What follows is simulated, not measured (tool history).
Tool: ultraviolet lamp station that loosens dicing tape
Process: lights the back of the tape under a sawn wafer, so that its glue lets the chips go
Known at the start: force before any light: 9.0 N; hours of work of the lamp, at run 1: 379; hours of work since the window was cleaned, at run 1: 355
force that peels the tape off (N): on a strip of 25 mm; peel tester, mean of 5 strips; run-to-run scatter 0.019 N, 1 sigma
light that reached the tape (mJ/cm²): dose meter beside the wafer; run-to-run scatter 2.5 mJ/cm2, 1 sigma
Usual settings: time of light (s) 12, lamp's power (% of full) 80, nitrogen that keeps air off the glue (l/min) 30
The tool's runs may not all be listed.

| run | hour | time of light (s) | lamp's power (% of full) | nitrogen that keeps air off the glue (l/min) | hours of work of the lamp | hours of work since the window was cleaned | force that peels the tape off (N) | light that reached the tape (mJ/cm²) |
|---|---|---|---|---|---|---|---|---|
| 1 | 0.0 | 12 | 80 | 30 | 379 | 355 | 1.354 | 246 |
| 2 | 15.1 | 6 | 80 | 30 | 389 | 366 | 3.393 | 122 |
| 3 | 29.8 | 6 | 80 | 30 | 400 | 377 | 3.635 | 121 |
| 4 | 46.9 | 6 | 80 | 30 | 412 | 389 | 3.523 | 122 |
|  | 53.6 | window cleaned of glue's vapour |
| 5 | 59.5 | 12 | 84 | 30 | 421 | 4 | 0.982 | 287 |
| 6 | 72.4 | 12 | 80 | 30 | 430 | 14 | 1.136 | 272 |
| 7 | 79.8 | 12 | 80 | 30 | 436 | 19 | 1.059 | 272 |
| 8 | 97.1 | 12 | 80 | 30 | 448 | 31 | 1.155 | 269 |
| 9 | 107.2 | 12 | 80 | 30 | 455 | 39 | 1.143 | 270 |
| 10 | 122.7 | 12 | 80 | 30 | 467 | 50 | 1.190 | 267 |
| 11 | 130.4 | 9 | 76 | 32 | 472 | 55 | 2.048 | 193 |
| 12 | 138.8 | 12 | 68 | 32 | 478 | 61 | 1.516 | 228 |
| 13 | 151.4 | 7 | 62 | 39 | 487 | 70 | 3.233 | 121 |
| 14 | 167.8 | 6 | 84 | 10 | 499 | 82 | 4.452 | 139 |
| 15 | 185.1 | 7 | 82 | 59 | 512 | 95 | 2.171 | 152 |
| 16 | 193.0 | 7 | 86 | 29 | 517 | 100 | 2.624 | 163 |
| 17 | 208.8 | 10 | 81 | 10 | 529 | 112 | 2.742 | 219 |
| 18 | 221.7 | 7 | 63 | 30 | 538 | 121 | 3.785 | 120 |
| 19 | 239.2 | 12 | 93 | 31 | 550 | 134 | 0.942 | 295 |
| 20 | 246.4 | 9 | 66 | 12 | 556 | 139 | 3.720 | 160 |

Measured result minus the same run's result without the hidden state. Both carry the same run-to-run variation, though not necessarily the same gauge scatter:
Hidden state present: lamp's light, % of a new lamp's; light that the window lets through, % of a clean one's; drift of the gauge itself on peel_n, %; drift of the gauge itself on dose_mj_cm2, %.
| run | force that peels the tape off (N) | light that reached the tape (mJ/cm²) |
|---|---|---|
| 1 | +0.475 | -59 |
| 2 | +0.709 | -31 |
| 3 | +0.775 | -31 |
| 4 | +0.769 | -32 |
| 5 | +0.201 | -32 |
| 6 | +0.235 | -32 |
| 7 | +0.223 | -33 |
| 8 | +0.254 | -35 |
| 9 | +0.259 | -36 |
| 10 | +0.281 | -37 |
| 11 | +0.386 | -28 |
| 12 | +0.335 | -33 |
| 13 | +0.458 | -18 |
| 14 | +0.496 | -23 |
| 15 | +0.461 | -27 |
| 16 | +0.503 | -28 |
| 17 | +0.510 | -40 |
| 18 | +0.590 | -22 |
| 19 | +0.311 | -58 |
| 20 | +0.601 | -31 |

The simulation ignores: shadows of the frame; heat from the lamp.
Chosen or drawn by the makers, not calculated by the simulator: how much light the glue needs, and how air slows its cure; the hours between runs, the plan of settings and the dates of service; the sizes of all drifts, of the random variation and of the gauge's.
